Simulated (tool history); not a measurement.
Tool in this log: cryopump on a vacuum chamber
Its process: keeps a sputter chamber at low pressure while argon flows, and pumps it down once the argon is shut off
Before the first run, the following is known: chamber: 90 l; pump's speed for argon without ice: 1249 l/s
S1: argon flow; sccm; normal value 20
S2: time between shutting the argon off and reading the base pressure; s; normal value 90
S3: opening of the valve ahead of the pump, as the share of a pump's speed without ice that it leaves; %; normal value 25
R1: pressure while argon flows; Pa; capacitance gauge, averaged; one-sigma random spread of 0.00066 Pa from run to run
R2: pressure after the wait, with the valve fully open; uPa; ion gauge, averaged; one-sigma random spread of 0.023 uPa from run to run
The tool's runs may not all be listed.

Run 1, hour 0.0: usual settings. Result: R1 0.1086 Pa, R2 1.61 uPa.
Run 2, hour 8.1: usual settings but S2 224 s. Result: R1 0.1094 Pa, R2 1.29 uPa.
Run 3, hour 21.4: usual settings but S2 224 s. Result: R1 0.1108 Pa, R2 1.30 uPa.
Run 4, hour 36.9: usual settings but S2 224 s. Result: R1 0.1100 Pa, R2 1.31 uPa.
Run 5, hour 52.0: usual settings but S2 224 s. Result: R1 0.1102 Pa, R2 1.33 uPa.
Run 6, hour 60.4: usual settings but S1 24 sccm, S2 224 s. Result: R1 0.1320 Pa, R2 1.34 uPa.
Run 7, hour 74.1: usual settings but S1 24 sccm, S2 224 s, S3 44 %. Result: R1 0.0765 Pa, R2 1.30 uPa.
Run 8, hour 83.3: usual settings but S1 24 sccm, S2 75 s, S3 44 %. Result: R1 0.0759 Pa, R2 1.78 uPa.
Run 9, hour 96.6: usual settings. Result: R1 0.1108 Pa, R2 1.63 uPa.
Run 10, hour 107.5: usual settings but S1 9 sccm. Result: R1 0.0497 Pa, R2 1.66 uPa.
Run 11, hour 120.6: usual settings but S1 9 sccm. Result: R1 0.0498 Pa, R2 1.64 uPa.
Run 12, hour 131.1: usual settings but S1 13 sccm. Result: R1 0.0718 Pa, R2 1.68 uPa.
Run 13, hour 143.2: usual settings but S1 13 sccm. Result: R1 0.0720 Pa, R2 1.64 uPa.
Run 14, hour 151.6: usual settings but S1 13 sccm. Result: R1 0.0723 Pa, R2 1.69 uPa.
Run 15, hour 166.6: usual settings but S3 22 %. Result: R1 0.1266 Pa, R2 1.71 uPa.
Run 16, hour 177.1: usual settings but S3 34 %. Result: R1 0.0816 Pa, R2 1.69 uPa.
Run 17, hour 190.4: usual settings but S1 37 sccm. Result: R1 0.2043 Pa, R2 1.71 uPa.
Run 18, hour 196.9: usual settings but S1 37 sccm. Result: R1 0.2045 Pa, R2 1.79 uPa.
Run 19, hour 207.3: usual settings but S1 37 sccm. Result: R1 0.2034 Pa, R2 1.71 uPa.
Run 20, hour 216.1: usual settings but S1 37 sccm. Result: R1 0.2048 Pa, R2 1.69 uPa.
Run 21, hour 223.4: usual settings but S1 37 sccm. Result: R1 0.2046 Pa, R2 1.71 uPa.
Run 22, hour 232.7: usual settings but S1 15 sccm, S2 61 s, S3 27 %. Result: R1 0.0769 Pa, R2 2.03 uPa.
Run 23, hour 246.4: usual settings but S1 15 sccm, S2 61 s, S3 27 %. Result: R1 0.0773 Pa, R2 2.02 uPa.
Run 24, hour 255.4: usual settings but S1 12 sccm, S2 62 s, S3 40 %. Result: R1 0.0423 Pa, R2 2.03 uPa.
Run 25, hour 269.5: usual settings but S1 12 sccm, S2 62 s, S3 40 %. Result: R1 0.0423 Pa, R2 1.98 uPa.
Run 26, hour 283.3: usual settings but S2 24 s, S3 53 %. Result: R1 0.0538 Pa, R2 3.20 uPa.
Run 27, hour 295.3: usual settings but S1 9 sccm, S2 259 s, S3 43 %. Result: R1 0.0299 Pa, R2 1.45 uPa.
Run 28, hour 310.7: usual settings but S1 9 sccm, S2 259 s, S3 43 %. Result: R1 0.0301 Pa, R2 1.42 uPa.
Run 29, hour 321.6: usual settings but S1 16 sccm, S2 234 s, S3 43 %. Result: R1 0.0530 Pa, R2 1.48 uPa.
Run 30, hour 337.1: usual settings but S1 16 sccm, S2 234 s, S3 43 %. Result: R1 0.0543 Pa, R2 1.49 uPa.
Run 31, hour 350.7: usual settings but S1 8 sccm, S2 234 s, S3 24 %. Result: R1 0.0467 Pa, R2 1.50 uPa.
Run 32, hour 363.8: usual settings but S1 8 sccm, S2 234 s, S3 24 %. Result: R1 0.0470 Pa, R2 1.49 uPa.
Run 33, hour 379.4: usual settings but S1 8 sccm, S2 234 s, S3 24 %. Result: R1 0.0464 Pa, R2 1.47 uPa.
Run 34, hour 393.6: usual settings but S1 8 sccm, S2 234 s, S3 24 %. Result: R1 0.0462 Pa, R2 1.52 uPa.

What would each run have given without the hidden state, its run-to-run variation left as it was?
Hidden state at play: pump's speed, % of a pump's without ice; cold plate's temperature, K; leak into the chamber, uPa l/s; drift of the gauge itself on working_pa, %; drift of the gauge itself on base_upa, %.
run      R1    R2
  1  0.1074  0.80
  2  0.1081  0.46
  3  0.1094  0.45
  4  0.1085  0.46
  5  0.1086  0.47
  6  0.1300  0.46
  7  0.0744  0.43
  8  0.0738  0.89
  9  0.1089  0.75
 10  0.0488  0.77
 11  0.0489  0.73
 12  0.0704  0.77
 13  0.0706  0.74
 14  0.0709  0.78
 15  0.1243  0.78
 16  0.0792  0.76
 17  0.1997  0.77
 18  0.1999  0.82
 19  0.1986  0.76
 20  0.1999  0.75
 21  0.1996  0.76
 22  0.0748  1.06
 23  0.0752  1.04
 24  0.0405  1.05
 25  0.0405  0.99
 26  0.0506  2.22
 27  0.0285  0.43
 28  0.0286  0.39
 29  0.0502  0.46
 30  0.0514  0.45
 31  0.0452  0.44
 32  0.0454  0.42
 33  0.0449  0.43
 34  0.0446  0.43
